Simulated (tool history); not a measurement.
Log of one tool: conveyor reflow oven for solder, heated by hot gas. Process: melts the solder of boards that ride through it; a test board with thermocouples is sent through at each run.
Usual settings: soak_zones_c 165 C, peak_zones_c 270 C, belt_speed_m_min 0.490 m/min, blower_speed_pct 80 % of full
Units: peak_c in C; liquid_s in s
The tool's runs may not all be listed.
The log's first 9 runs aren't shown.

run    hour  soak_zones_c  peak_zones_c  belt_speed_m_min  blower_speed_pct  hours of work since the flux was cleaned out  hours of work since the belt drive was overhauled  hours of work since the thermocouples were changed  peak_c  liquid_s
 10   524.5           165           270             0.446                80                                           117                                                744                                                 159   256.5      63.1
      560.6  -- flux residue cleaned out of gas plates and filters, once more
 11   603.1           165           270             0.446                80                                            20                                                779                                                 194   258.7      64.6
 12   652.4           165           270             0.446                80                                            43                                                802                                                 217   258.6      64.6
 13   727.1           175           270             0.490                80                                            78                                                837                                                 252   256.6      60.4
 14   771.8           175           270             0.490                80                                            99                                                858                                                 273   256.4      60.4
 15   817.4           175           270             0.490                80                                           120                                                879                                                 294   256.4      60.1
 16   882.3           165           282             0.490                60                                           151                                                910                                                 325   257.4      56.2
 17   918.1           174           270             0.537                87                                           168                                                926                                                 342   255.2      53.7
 18  1002.1           180           263             0.490                60                                           207                                                966                                                 381   244.7      52.0
 19  1057.3           154           260             0.526                60                                           233                                                992                                                 407   233.8      28.9
     1097.8  -- flux residue cleaned out of gas plates and filters
 20  1135.3           165           270             0.452                76                                            18                                               1026                                                 441   256.4      62.7
 21  1212.0           165           277             0.450                88                                            54                                               1062                                                 477   265.9      68.6
 22  1265.6           165           277             0.450                88                                            79                                               1087                                                 502   265.0      68.8
 23  1324.8           159           261             0.412                73                                           106                                               1115                                                 530   248.3      61.5
 24  1409.3           159           261             0.552                73                                           146                                               1154                                                 570   239.8      36.2
 25  1490.4           165           270             0.488                80                                           184                                               1192                                                 608   253.7      56.1
 26  1536.6           157           259             0.391                62                                           206                                               1214                                                 629   243.8      58.7
     1555.2  -- belt drive overhauled, speed set with a stopwatch
 27  1622.5           174           270             0.490                51                                           244                                                 32                                                 668   243.2      44.7
     1637.6  -- flux residue cleaned out of gas plates and filters
 28  1683.1           165           270             0.425                80                                            21                                                 58                                                 694   257.0      65.8
 29  1740.3           175           259             0.490                80                                            48                                                 84                                                 721   245.4      51.1
 30  1804.9           174           270             0.453                80                                            78                                                115                                                 751   256.6      63.6

4 ways to go on from here, each from the tool as it stands after run 30. What would each give?
  A  1850.8           174           270             0.502                82                                           100                                                136                                                 772       ?         ?
  B  1850.8           171           263             0.453                66                                           100                                                136                                                 772       ?         ?
  C  1850.8           151           269             0.490                66                                           100                                                136                                                 772       ?         ?
  D  1850.8           171           259             0.448                80                                           100                                                136                                                 772       ?         ?

run  peak_c  liquid_s
  A   254.2      55.5
  B   245.4      53.9
  C   244.8      42.2
  D   246.3      56.8
Without the tool's hidden state the same runs would have given:
run  peak_c  liquid_s
  A   257.5      57.3
  B   248.6      56.5
  C   248.1      44.9
  D   249.6      59.3
